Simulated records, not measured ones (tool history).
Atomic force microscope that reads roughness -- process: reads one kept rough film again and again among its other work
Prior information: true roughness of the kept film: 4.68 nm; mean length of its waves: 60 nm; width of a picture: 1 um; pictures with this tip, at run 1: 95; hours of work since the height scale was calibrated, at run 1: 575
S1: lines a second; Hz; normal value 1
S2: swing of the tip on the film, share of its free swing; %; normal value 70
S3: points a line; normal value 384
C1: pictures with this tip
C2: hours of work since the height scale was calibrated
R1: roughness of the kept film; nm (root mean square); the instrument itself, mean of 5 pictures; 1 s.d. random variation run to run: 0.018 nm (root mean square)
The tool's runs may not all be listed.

{"run": 1, "day": 0.0, "S1": 1, "S2": 70, "S3": 384, "C1": 95, "C2": 575, "R1": 4.127}
{"run": 2, "day": 2.792, "S1": 1, "S2": 70, "S3": 384, "C1": 186, "C2": 606, "R1": 3.868}
{"day": 3.088, "done": "new tip fitted"}
{"run": 3, "day": 5.658, "S1": 1, "S2": 70, "S3": 384, "C1": 85, "C2": 638, "R1": 4.128}
{"run": 4, "day": 8.417, "S1": 1, "S2": 70, "S3": 710, "C1": 175, "C2": 669, "R1": 3.909}
{"day": 9.088, "done": "new tip fitted"}
{"run": 5, "day": 11.325, "S1": 1, "S2": 59, "S3": 710, "C1": 73, "C2": 701, "R1": 4.217}
{"run": 6, "day": 12.592, "S1": 1, "S2": 70, "S3": 384, "C1": 115, "C2": 715, "R1": 4.015}
{"day": 15.033, "done": "new tip fitted"}
{"run": 7, "day": 15.088, "S1": 1, "S2": 70, "S3": 384, "C1": 2, "C2": 742, "R1": 4.389}
{"run": 8, "day": 17.812, "S1": 1, "S2": 70, "S3": 384, "C1": 91, "C2": 773, "R1": 4.11}
{"run": 9, "day": 20.179, "S1": 1, "S2": 70, "S3": 384, "C1": 168, "C2": 799, "R1": 3.935}
{"day": 21.158, "done": "new tip fitted"}
{"run": 10, "day": 22.071, "S1": 1, "S2": 70, "S3": 384, "C1": 30, "C2": 820, "R1": 4.284}
{"run": 11, "day": 24.346, "S1": 2.41, "S2": 80, "S3": 548, "C1": 104, "C2": 845, "R1": 3.85}
{"run": 12, "day": 26.079, "S1": 0.71, "S2": 70, "S3": 332, "C1": 161, "C2": 864, "R1": 3.959}
{"day": 27.104, "done": "new tip fitted"}
{"run": 13, "day": 28.754, "S1": 1.04, "S2": 69, "S3": 384, "C1": 54, "C2": 894, "R1": 4.178}
{"run": 14, "day": 31.188, "S1": 2.46, "S2": 60, "S3": 369, "C1": 133, "C2": 921, "R1": 3.959}
{"day": 33.121, "done": "new tip fitted"}
{"run": 15, "day": 33.425, "S1": 2.46, "S2": 60, "S3": 369, "C1": 10, "C2": 946, "R1": 4.371}
{"run": 16, "day": 35.062, "S1": 2.46, "S2": 60, "S3": 369, "C1": 64, "C2": 964, "R1": 4.156}
{"run": 17, "day": 37.088, "S1": 0.84, "S2": 70, "S3": 286, "C1": 130, "C2": 986, "R1": 4.041}
{"day": 39.167, "done": "new tip fitted"}
{"run": 18, "day": 40.046, "S1": 1, "S2": 76, "S3": 394, "C1": 29, "C2": 1019, "R1": 4.259}
{"run": 19, "day": 42.421, "S1": 1, "S2": 76, "S3": 394, "C1": 107, "C2": 1045, "R1": 4.057}
{"run": 20, "day": 43.842, "S1": 1, "S2": 76, "S3": 394, "C1": 153, "C2": 1061, "R1": 3.93}

What if the next run were any one of these 4? Each begins from the tool's condition after run 20:
{"day": 45.108, "done": "new tip fitted"}
{"run": "A", "day": 45.904, "S1": 3.17, "S2": 58, "S3": 978, "C1": 26, "C2": 1084, "R1": "?"}
{"day": 45.108, "done": "new tip fitted"}
{"run": "B", "day": 45.904, "S1": 0.71, "S2": 62, "S3": 938, "C1": 26, "C2": 1084, "R1": "?"}
{"day": 45.108, "done": "new tip fitted"}
{"run": "C", "day": 45.904, "S1": 1, "S2": 76, "S3": 717, "C1": 26, "C2": 1084, "R1": "?"}
{"day": 45.108, "done": "new tip fitted"}
{"run": "D", "day": 45.904, "S1": 1.08, "S2": 69, "S3": 681, "C1": 26, "C2": 1084, "R1": "?"}

run=A R1=4.289
run=B R1=4.356
run=C R1=4.321
run=D R1=4.299
The same runs, with their run-to-run variation unchanged, on a tool lacking any hidden condition would have given:
run=A R1=4.348
run=B R1=4.415
run=C R1=4.38
run=D R1=4.358
